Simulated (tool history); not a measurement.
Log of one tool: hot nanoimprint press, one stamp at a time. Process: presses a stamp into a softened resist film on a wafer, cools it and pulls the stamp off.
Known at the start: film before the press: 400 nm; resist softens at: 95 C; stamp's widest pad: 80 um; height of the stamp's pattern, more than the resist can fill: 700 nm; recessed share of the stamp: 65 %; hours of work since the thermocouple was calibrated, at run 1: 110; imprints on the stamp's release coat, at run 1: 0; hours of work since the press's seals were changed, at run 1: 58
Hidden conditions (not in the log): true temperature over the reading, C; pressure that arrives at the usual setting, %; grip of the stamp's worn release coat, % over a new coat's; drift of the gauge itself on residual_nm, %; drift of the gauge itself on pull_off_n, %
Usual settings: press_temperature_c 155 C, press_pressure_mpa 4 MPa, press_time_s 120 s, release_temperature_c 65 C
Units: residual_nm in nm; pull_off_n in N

run,day,press_temperature_c,press_pressure_mpa,press_time_s,release_temperature_c,hours of work since the thermocouple was calibrated,imprints on the stamp's release coat,hours of work since the press's seals were changed,residual_nm,pull_off_n
1,0,155,4,120,65,110,0,58,241.1,146
2,2.596,155,4,120,65,147,196,95,240.3,159
3,3.925,155,4,120,65,165,297,113,242.2,165
4,6.217,155,4,120,65,198,470,146,242.2,180
5,9.079,155,4,120,62,238,686,186,242.3,211
6,10.896,155,4,120,65,263,823,211,245.5,204
7,13.767,155,4,120,65,304,1040,252,245.3,222
# day 15.175: stamp cleaned and given a new release coat
8,15.938,155,4,120,65,331,58,278,246.8,157
9,17.612,155,4,120,65,354,184,302,247.3,160
10,19.825,155,4,120,65,385,351,333,249.5,174
11,21.329,155,4,120,65,406,465,354,249.5,179
12,24.008,155,4,120,65,444,668,392,250.2,203
13,25.179,155,4,120,65,460,756,408,254.5,201
14,27.012,155,4,120,65,486,894,434,255.8,210
15,28.679,155,4,120,65,509,1020,457,253.6,231
16,29.9,164,4.44,120,65,526,1113,474,181.7,230
# day 30.408: stamp cleaned and given a new release coat
17,31.429,156,4.37,120,62,544,77,492,237.7,169
# day 31.746: plate thermocouple calibrated
18,34.4,153,4,75,67,37,292,532,306.9,168
# day 36.258: plate thermocouple calibrated, once more
19,37.379,155,4,111,65,16,508,572,242.8,175
20,38.767,152,4,120,65,35,612,592,260.7,183
# day 41.675: press's hydraulic seals changed and the load cell set to zero
21,41.825,155,4.26,120,64,73,818,2,229.9,204
22,43.012,149,4,120,65,90,908,19,284.7,208
23,44.917,154,3.62,120,52,117,1052,45,256.8,297
# day 46.121: stamp cleaned and given a new release coat
24,46.35,148,3.06,120,53,133,17,62,319.6,191
25,48.425,148,3.06,120,53,162,174,91,316.8,207
26,49.779,148,3.06,120,53,181,276,110,318.9,217
27,52.317,148,3.06,152,60,217,468,146,305.5,203
28,55.092,155,4,106,52,256,677,185,250.7,254
29,56.346,155,4,106,52,274,772,202,250.4,268

Predict each of these 5 candidate next runs independently; none follows another, all start after run 29:
A,57.912,155,4,74,65,296,890,224,?,?
B,57.912,155,4.26,120,65,296,890,224,?,?
C,57.912,144,2.96,120,65,296,890,224,?,?
D,57.912,149,4,134,52,296,890,224,?,?
E,57.912,161,4,100,66,296,890,224,?,?

run,residual_nm,pull_off_n
A,278,211
B,238.1,205
C,347.9,216
D,287.6,273
E,216.2,197
With the hidden condition removed and each run's random variation left untouched, the same runs would have given:
run,residual_nm,pull_off_n
A,269.3,147
B,229.1,143
C,341.7,150
D,278.1,190
E,208.1,136
